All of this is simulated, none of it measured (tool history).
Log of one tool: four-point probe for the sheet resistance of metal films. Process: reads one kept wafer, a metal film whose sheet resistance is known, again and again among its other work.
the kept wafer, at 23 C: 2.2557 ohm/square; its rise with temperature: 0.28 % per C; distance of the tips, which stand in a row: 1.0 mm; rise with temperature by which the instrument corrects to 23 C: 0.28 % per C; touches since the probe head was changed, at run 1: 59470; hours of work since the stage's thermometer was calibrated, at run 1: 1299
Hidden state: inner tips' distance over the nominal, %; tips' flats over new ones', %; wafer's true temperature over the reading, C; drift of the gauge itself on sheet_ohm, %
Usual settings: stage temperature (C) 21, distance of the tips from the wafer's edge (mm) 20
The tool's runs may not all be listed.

run	hour	stage temperature (C)	distance of the tips from the wafer's edge (mm)	touches since the probe head was changed	hours of work since the stage's thermometer was calibrated	sheet resistance as the instrument gives it (ohm/square)
1	0	21	20	59470	1299	2.259234
2	54.5	21	20	61323	1327	2.258771
3	84.7	21	20	62349	1342	2.25876
4	130	21	20	63888	1365	2.258829
5	158.4	21	20	64855	1379	2.259377
6	190.7	21	20	65953	1395	2.258797
7	233.1	21	20	67394	1416	2.258213
8	283.4	21	12	69103	1442	2.26487
9	336.9	21	12	70921	1469	2.26473
10	373.2	21	20	72153	1487	2.258702
11	406.5	21	20	73285	1503	2.259175
12	446.9	21	20	74658	1524	2.259502
13	477.8	21	20	75710	1539	2.258863
14	520.1	21	20	77149	1561	2.259027
15	581.9	21	20	79247	1592	2.258936
16	607.4	21	20	80113	1604	2.259177
17	650.1	21	20	81566	1626	2.25912
18	711.5	21	20	83654	1657	2.258873
19	749.5	21	20	84945	1676	2.259402
20	792.6	21	20	86407	1697	2.258976
21	839.1	21	20	87990	1721	2.25791
22	880.9	24	20	89411	1742	2.259014
23	930.7	21	7	91102	1767	2.279896
24	984.8	21	7	92942	1794	2.280623
25	1023.9	24	18	94271	1813	2.259814
26	1079.2	34	49	96148	1841	2.255846
27	1135.8	24	67	98075	1870	2.255972
28	1179.9	21	37	99573	1892	2.256228
29	1230.2	21	37	101281	1917	2.256019
30	1270.9	21	27	102665	1938	2.257119
31	1310.9	32	9	104024	1958	2.269247
32	1340.9	32	9	105043	1973	2.26969
33	1387.9	32	9	106641	1996	2.268915
34	1438.8	23	13	108373	2022	2.262582
35	1471.9	30	30	109498	2038	2.256816
36	1515.6	25	8	110983	2060	2.274869
37	1573.1	31	32	112938	2089	2.255047
38	1605.3	31	32	114032	2105	2.255624
39	1644.4	26	37	115360	2125	2.255899
40	1682	23	11	116637	2144	2.26572
41	1731.8	23	11	118330	2169	2.266458
42	1772.2	23	5	119703	2189	2.303162
43	1824.9	20	3	121494	2216	2.38323
44	1880.7	20	3	123392	2244	2.383217
45	1930	20	3	125066	2268	2.382618
46	1981.8	23	64	126826	2294	2.255644

Forecast each of these 3 alternatives for the next run:
A	2008.4	19	21	127731	2308	?
B	2008.4	20	3	127731	2308	?
C	2008.4	28	38	127731	2308	?

run	sheet resistance as the instrument gives it (ohm/square)
A	2.259165
B	2.383564
C	2.2562
Without the tool's hidden state the same runs would have given:
run	sheet resistance as the instrument gives it (ohm/square)
A	2.259228
B	2.383631
C	2.256265
